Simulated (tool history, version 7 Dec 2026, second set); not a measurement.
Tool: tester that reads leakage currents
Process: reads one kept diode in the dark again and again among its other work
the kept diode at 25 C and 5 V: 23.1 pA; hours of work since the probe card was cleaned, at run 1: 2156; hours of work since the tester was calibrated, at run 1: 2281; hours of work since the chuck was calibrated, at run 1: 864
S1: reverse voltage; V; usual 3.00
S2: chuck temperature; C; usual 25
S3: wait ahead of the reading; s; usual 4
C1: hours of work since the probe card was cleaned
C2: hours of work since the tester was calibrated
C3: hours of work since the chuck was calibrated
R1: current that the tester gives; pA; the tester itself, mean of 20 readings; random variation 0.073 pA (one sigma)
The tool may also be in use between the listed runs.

{"run": 1, "hour": 0.0, "S1": 3.0, "S2": 25, "S3": 4, "C1": 2156, "C2": 2281, "C3": 864, "R1": 22.17}
{"run": 2, "hour": 90.8, "S1": 3.0, "S2": 25, "S3": 4, "C1": 2209, "C2": 2334, "C3": 918, "R1": 22.26}
{"run": 3, "hour": 227.8, "S1": 3.0, "S2": 54, "S3": 4, "C1": 2291, "C2": 2416, "C3": 999, "R1": 123.69}
{"run": 4, "hour": 328.7, "S1": 3.0, "S2": 54, "S3": 4, "C1": 2350, "C2": 2475, "C3": 1059, "R1": 122.77}
{"run": 5, "hour": 392.6, "S1": 3.0, "S2": 54, "S3": 4, "C1": 2388, "C2": 2513, "C3": 1096, "R1": 122.64}
{"run": 6, "hour": 513.1, "S1": 3.0, "S2": 54, "S3": 4, "C1": 2459, "C2": 2584, "C3": 1168, "R1": 122.44}
{"run": 7, "hour": 616.2, "S1": 3.0, "S2": 25, "S3": 4, "C1": 2520, "C2": 2645, "C3": 1229, "R1": 22.93}
{"run": 8, "hour": 706.3, "S1": 3.0, "S2": 25, "S3": 4, "C1": 2574, "C2": 2699, "C3": 1282, "R1": 22.98}
{"run": 9, "hour": 808.8, "S1": 3.0, "S2": 25, "S3": 4, "C1": 2634, "C2": 2759, "C3": 1343, "R1": 23.16}

Forecast run 10:
{"hour": 892.1, "done": "tester calibrated"}
{"run": 10, "hour": 930.3, "S1": 12.82, "S2": 25, "S3": 4, "C1": 2705, "C2": 23, "C3": 1414, "R1": "?"}

Run 10 gave R1 65.01 pA.
Without the tool's hidden state the same run would have given R1 39.17 pA.
